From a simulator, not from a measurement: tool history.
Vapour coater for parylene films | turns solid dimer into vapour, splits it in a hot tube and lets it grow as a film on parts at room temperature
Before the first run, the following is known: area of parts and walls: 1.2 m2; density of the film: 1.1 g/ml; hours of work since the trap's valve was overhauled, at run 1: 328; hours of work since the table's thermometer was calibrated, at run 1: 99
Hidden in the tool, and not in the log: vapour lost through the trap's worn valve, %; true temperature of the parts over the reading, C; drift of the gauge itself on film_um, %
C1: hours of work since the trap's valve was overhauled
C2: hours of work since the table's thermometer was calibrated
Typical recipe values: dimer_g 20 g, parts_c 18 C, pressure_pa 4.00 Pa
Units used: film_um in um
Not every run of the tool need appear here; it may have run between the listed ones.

Run 1, hour 0.0: usual settings; C1 328; C2 99. Result: film_um 7.72 um.
Run 2, hour 11.0: usual settings; C1 335; C2 106. Result: film_um 7.70 um.
At hour 24.8: trap's valve overhauled.
Run 3, hour 26.4: usual settings; C1 1; C2 113. Result: film_um 8.69 um.
Run 4, hour 39.2: usual settings; C1 9; C2 121. Result: film_um 8.74 um.
Run 5, hour 51.5: usual settings but pressure_pa 4.27 Pa; C1 17; C2 129. Result: film_um 8.54 um.
Run 6, hour 62.6: usual settings but pressure_pa 4.48 Pa; C1 24; C2 136. Result: film_um 8.50 um.
Run 7, hour 75.0: usual settings; C1 32; C2 143. Result: film_um 8.60 um.
Run 8, hour 86.4: usual settings; C1 39; C2 151. Result: film_um 8.62 um.
Run 9, hour 97.0: usual settings; C1 46; C2 157. Result: film_um 8.61 um.
Run 10, hour 110.5: usual settings; C1 54; C2 166. Result: film_um 8.64 um.
Run 11, hour 131.1: usual settings but pressure_pa 2.99 Pa; C1 67; C2 179. Result: film_um 9.00 um.
Run 12, hour 143.9: usual settings but parts_c 22 C, pressure_pa 4.34 Pa; C1 75; C2 187. Result: film_um 7.42 um.
Run 13, hour 154.0: usual settings but parts_c 22 C, pressure_pa 4.34 Pa; C1 81; C2 193. Result: film_um 7.47 um.
Run 14, hour 171.8: usual settings but dimer_g 12 g, parts_c 20 C, pressure_pa 3.52 Pa; C1 93; C2 204. Result: film_um 4.90 um.
At hour 174.0: table's thermometer calibrated.
Run 15, hour 182.4: usual settings but dimer_g 18 g, parts_c 25 C, pressure_pa 3.12 Pa; C1 99; C2 5. Result: film_um 6.41 um.
Run 16, hour 196.9: usual settings but dimer_g 25 g, parts_c 26 C; C1 108; C2 14. Result: film_um 8.29 um.
Run 17, hour 215.2: usual settings but parts_c 22 C; C1 119; C2 26. Result: film_um 7.36 um.
Run 18, hour 232.6: usual settings but dimer_g 21 g, parts_c 21 C, pressure_pa 2.15 Pa; C1 130; C2 37. Result: film_um 8.76 um.
Run 19, hour 244.7: usual settings but dimer_g 17 g, parts_c 17 C; C1 138; C2 45. Result: film_um 7.23 um.
At hour 259.0: table's thermometer calibrated, once more.
Run 20, hour 265.7: usual settings but dimer_g 17 g, parts_c 17 C; C1 151; C2 4. Result: film_um 7.26 um.
Run 21, hour 280.6: usual settings but parts_c 12 C, pressure_pa 5.29 Pa; C1 160; C2 14. Result: film_um 9.39 um.
Run 22, hour 295.7: usual settings but dimer_g 22 g, parts_c 12 C, pressure_pa 4.72 Pa; C1 170; C2 23. Result: film_um 10.57 um.

Describe how what the log doesn't record of the tool's condition differs between the last listed run preceding each entry between runs and the first listed run following it.
Between runs 2 and 3: trap's valve overhauled (hour 24.8)
  vapour lost through the trap's worn valve, %: 12.2 -> 0.4; true temperature of the parts over the reading, C: -0.08 -> -0.07
  measured less the result without the state, film_um: -1.05 -> -0.02 um
Between runs 14 and 15: table's thermometer calibrated (hour 174.0)
  vapour lost through the trap's worn valve, %: 3.5 -> 3.7
  measured less the result without the state, film_um: -0.17 -> -0.23 um
Between runs 19 and 20: table's thermometer calibrated, once more (hour 259.0)
  vapour lost through the trap's worn valve, %: 5.1 -> 5.6; true temperature of the parts over the reading, C: -0.06 -> 0.09
  measured less the result without the state, film_um: -0.38 -> -0.45 um
